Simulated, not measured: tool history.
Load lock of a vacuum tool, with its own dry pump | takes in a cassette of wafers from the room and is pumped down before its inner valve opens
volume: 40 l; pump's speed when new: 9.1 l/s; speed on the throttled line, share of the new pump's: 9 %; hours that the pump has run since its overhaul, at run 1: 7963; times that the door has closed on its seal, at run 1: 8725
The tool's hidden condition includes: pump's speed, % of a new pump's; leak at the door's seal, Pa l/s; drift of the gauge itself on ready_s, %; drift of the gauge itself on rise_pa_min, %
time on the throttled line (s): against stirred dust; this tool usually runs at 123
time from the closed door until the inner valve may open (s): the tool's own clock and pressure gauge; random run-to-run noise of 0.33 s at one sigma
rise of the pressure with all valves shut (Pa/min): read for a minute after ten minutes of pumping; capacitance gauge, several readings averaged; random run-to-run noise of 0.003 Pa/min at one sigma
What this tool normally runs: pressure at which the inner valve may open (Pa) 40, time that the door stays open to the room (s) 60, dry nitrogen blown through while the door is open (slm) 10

| run | hour | time on the throttled line (s) | pressure at which the inner valve may open (Pa) | time that the door stays open to the room (s) | dry nitrogen blown through while the door is open (slm) | hours that the pump has run since its overhaul | times that the door has closed on its seal | incoming humidity of the room's air, % | time from the closed door until the inner valve may open (s) | rise of the pressure with all valves shut (Pa/min) |
|---|---|---|---|---|---|---|---|---|---|---|
| 1 | 0.0 | 123 | 40 | 60 | 10 | 7963 | 8725 | 45.7 | 148.9 | 0.158 |
| 2 | 324.5 | 123 | 40 | 60 | 10 | 8287 | 9865 | 45.2 | 148.5 | 0.181 |
| 3 | 544.4 | 123 | 40 | 60 | 10 | 8507 | 10637 | 46.8 | 149.1 | 0.190 |
| 4 | 917.8 | 123 | 40 | 60 | 10 | 8881 | 11949 | 40.9 | 148.4 | 0.195 |
| 5 | 1251.5 | 123 | 40 | 60 | 10 | 9214 | 13120 | 45.5 | 148.9 | 0.224 |
| 6 | 1650.8 | 123 | 40 | 60 | 10 | 9614 | 14523 | 46.6 | 149.3 | 0.259 |
| 7 | 1897.9 | 123 | 40 | 60 | 10 | 9861 | 15390 | 42.5 | 149.1 | 0.271 |
| 8 | 2128.8 | 123 | 32 | 60 | 10 | 10092 | 16201 | 45.0 | 150.3 | 0.288 |
| 9 | 2495.5 | 123 | 40 | 60 | 10 | 10458 | 17489 | 43.9 | 149.3 | 0.318 |
| 10 | 2949.9 | 123 | 40 | 60 | 10 | 10913 | 19085 | 46.1 | 149.2 | 0.353 |
| 11 | 3261.5 | 123 | 40 | 60 | 10 | 11224 | 20179 | 45.3 | 148.9 | 0.388 |
| 12 | 3769.0 | 123 | 40 | 60 | 10 | 11732 | 21962 | 48.3 | 149.4 | 0.417 |
|  | 3995.8 | door's seal changed, seat wiped |
| 13 | 4264.8 | 123 | 40 | 60 | 10 | 12226 | 945 | 46.1 | 149.9 | 0.059 |
| 14 | 4477.6 | 123 | 40 | 60 | 10 | 12439 | 1692 | 47.9 | 149.7 | 0.069 |
| 15 | 4710.8 | 123 | 40 | 60 | 10 | 12672 | 2511 | 44.6 | 149.6 | 0.069 |
| 16 | 5011.0 | 123 | 40 | 130 | 10 | 12972 | 3565 | 45.0 | 149.2 | 0.107 |
| 17 | 5294.0 | 123 | 40 | 130 | 10 | 13255 | 4559 | 43.5 | 150.1 | 0.109 |
| 18 | 5636.5 | 123 | 40 | 130 | 10 | 13598 | 5762 | 46.4 | 149.6 | 0.128 |
| 19 | 6004.4 | 123 | 40 | 60 | 10 | 13966 | 7054 | 43.2 | 150.0 | 0.108 |
| 20 | 6346.9 | 68 | 40 | 60 | 10 | 14308 | 8257 | 43.0 | 100.6 | 0.131 |
| 21 | 6610.1 | 68 | 40 | 60 | 10 | 14572 | 9181 | 46.3 | 100.6 | 0.140 |
| 22 | 7069.5 | 63 | 40 | 60 | 10 | 15031 | 10794 | 43.3 | 96.2 | 0.161 |
| 23 | 7391.5 | 102 | 40 | 60 | 10 | 15353 | 11925 | 41.2 | 130.9 | 0.178 |
| 24 | 7708.3 | 148 | 29 | 55 | 37 | 15670 | 13038 | 42.7 | 174.7 | 0.174 |
| 25 | 8035.5 | 123 | 70 | 60 | 5 | 15997 | 14187 | 44.3 | 147.5 | 0.238 |
| 26 | 8559.9 | 123 | 40 | 60 | 5 | 16521 | 16028 | 45.7 | 150.8 | 0.282 |
| 27 | 8880.0 | 123 | 54 | 71 | 10 | 16841 | 17152 | 41.8 | 149.4 | 0.291 |
| 28 | 9210.8 | 92 | 60 | 40 | 5 | 17172 | 18314 | 45.2 | 120.9 | 0.320 |
| 29 | 9629.0 | 177 | 73 | 159 | 27 | 17590 | 19783 | 45.3 | 196.7 | 0.352 |
| 30 | 10149.1 | 123 | 36 | 38 | 6 | 18110 | 21609 | 42.3 | 151.5 | 0.380 |
|  | 10446.6 | door's seal changed, seat wiped |
| 31 | 10544.8 | 153 | 50 | 51 | 6 | 18505 | 345 | 47.7 | 177.4 | 0.058 |
|  | 10957.2 | dry pump taken out, an overhauled one fitted |
| 32 | 11075.9 | 142 | 31 | 51 | 5 | 119 | 2189 | 44.3 | 165.5 | 0.071 |
| 33 | 11472.2 | 119 | 61 | 45 | 9 | 515 | 3581 | 44.7 | 141.2 | 0.067 |
| 34 | 11691.9 | 77 | 42 | 71 | 10 | 735 | 4352 | 42.9 | 104.5 | 0.080 |
| 35 | 11951.8 | 97 | 40 | 53 | 10 | 995 | 5265 | 46.3 | 123.1 | 0.084 |
| 36 | 12407.4 | 97 | 78 | 178 | 10 | 1450 | 6865 | 48.1 | 119.8 | 0.163 |
| 37 | 12776.6 | 127 | 55 | 201 | 10 | 1819 | 8162 | 44.3 | 149.6 | 0.183 |

Take each entry between the runs: how does the hidden state at the last listed run before it differ from the hidden state at the first listed run after it?
From run 12 to run 13: door's seal changed, seat wiped (hour 3995.8)
  pump's speed, % of a new pump's: 90.3 -> 89.9; leak at the door's seal, Pa l/s: 0.2511 -> 0.007
  measured value less the no-hidden-state value, time from the closed door until the inner valve may open (s): +2.6 -> +2.7; rise of the pressure with all valves shut (Pa/min): +0.365 -> +0.007
From run 30 to run 31: door's seal changed, seat wiped (hour 10446.6)
  pump's speed, % of a new pump's: 84.6 -> 84.2; leak at the door's seal, Pa l/s: 0.2311 -> 0.0034
  measured value less the no-hidden-state value, time from the closed door until the inner valve may open (s): +4.4 -> +3.8; rise of the pressure with all valves shut (Pa/min): +0.338 -> +0.002
From run 31 to run 32: dry pump taken out, an overhauled one fitted (hour 10957.2)
  pump's speed, % of a new pump's: 84.2 -> 100.4; leak at the door's seal, Pa l/s: 0.0034 -> 0.0109
  measured value less the no-hidden-state value, time from the closed door until the inner valve may open (s): +3.8 -> -0.1; rise of the pressure with all valves shut (Pa/min): +0.002 -> +0.013
